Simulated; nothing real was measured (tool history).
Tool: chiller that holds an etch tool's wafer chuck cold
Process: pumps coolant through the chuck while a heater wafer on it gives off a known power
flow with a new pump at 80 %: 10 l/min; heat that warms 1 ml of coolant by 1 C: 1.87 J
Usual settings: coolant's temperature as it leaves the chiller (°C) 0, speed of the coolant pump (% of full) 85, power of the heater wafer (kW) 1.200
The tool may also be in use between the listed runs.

run	hour	coolant's temperature as it leaves the chiller (°C)	speed of the coolant pump (% of full)	power of the heater wafer (kW)	chuck's temperature once it has settled (°C)	how much warmer the coolant comes back (C)
1	0.0	0	85	1.200	11.6	4.06
2	153.9	0	85	1.200	11.4	4.08
3	235.8	0	85	1.200	11.6	4.10
4	408.8	0	85	1.200	11.6	4.12
5	583.2	0	85	1.200	11.7	4.10
6	722.5	0	85	1.200	11.8	4.10
7	866.4	0	85	0.673	7.0	2.34
8	1007.1	0	85	0.673	6.9	2.34
9	1168.7	0	85	0.673	6.9	2.36
10	1278.3	0	85	0.673	7.1	2.31
11	1405.9	0	85	1.200	12.2	4.16
12	1568.2	0	85	0.750	7.8	2.57
13	1692.6	0	85	1.200	12.5	4.20
14	1797.4	0	85	1.200	13.5	4.71
15	1894.0	0	85	1.200	13.5	4.70
16	2019.4	0	85	1.200	13.4	4.69
17	2179.2	0	67	1.200	13.8	4.77
18	2333.3	0	90	0.883	8.2	2.54
19	2499.4	-6	85	1.041	4.2	3.17
20	2660.8	0	83	1.200	11.7	3.75
21	2746.1	0	83	1.200	11.5	3.75
22	2863.1	0	90	1.421	12.8	4.10
23	3009.8	0	85	1.060	10.1	3.21
24	3172.0	-2	73	0.655	5.1	2.38
25	3316.6	-4	74	0.655	3.1	2.31
26	3386.9	-4	74	0.655	3.1	2.41
27	3517.5	0	75	1.078	11.8	3.82
28	3611.1	-9	100	1.200	1.2	3.06
29	3766.9	-4	88	1.200	7.4	3.65
30	3888.8	0	94	1.200	10.9	3.34
31	4057.2	8	94	0.934	16.6	2.59
32	4227.2	4	95	0.750	11.0	2.14
33	4306.6	4	95	0.750	11.0	2.04

Not shown: 3 entries that the log had between the listed runs. Between which runs, and how does the tool's hidden state differ before and after?
Between runs 13 and 14: coolant pump overhauled (hour 1705.4)
  heat passed by the chuck's channels, % of clean ones': 87.8 -> 87.5; flow at a given pump speed, % of a new pump's: 86.1 -> 76.8; coolant's true temperature over the reading, C: 0.42 -> 0.43
  measured less the result without the state, chuck's temperature once it has settled (°C): +2.7 -> +3.8; how much warmer the coolant comes back (C): +0.58 -> +1.09
Between runs 16 and 17: coolant pump overhauled, once more (hour 2072.4)
  heat passed by the chuck's channels, % of clean ones': 86.9 -> 86.4; flow at a given pump speed, % of a new pump's: 76.5 -> 99.4; coolant's true temperature over the reading, C: 0.45 -> 0.47
  measured less the result without the state, chuck's temperature once it has settled (°C): +3.9 -> +1.9; how much warmer the coolant comes back (C): +1.11 -> +0.03
Between runs 20 and 21: chiller's thermometer calibrated (hour 2744.9)
  heat passed by the chuck's channels, % of clean ones': 85 -> 84.7; flow at a given pump speed, % of a new pump's: 98.7 -> 98.6; coolant's true temperature over the reading, C: 0.52 -> 0.09
  measured less the result without the state, chuck's temperature once it has settled (°C): +2.0 -> +1.6; how much warmer the coolant comes back (C): +0.05 -> +0.05
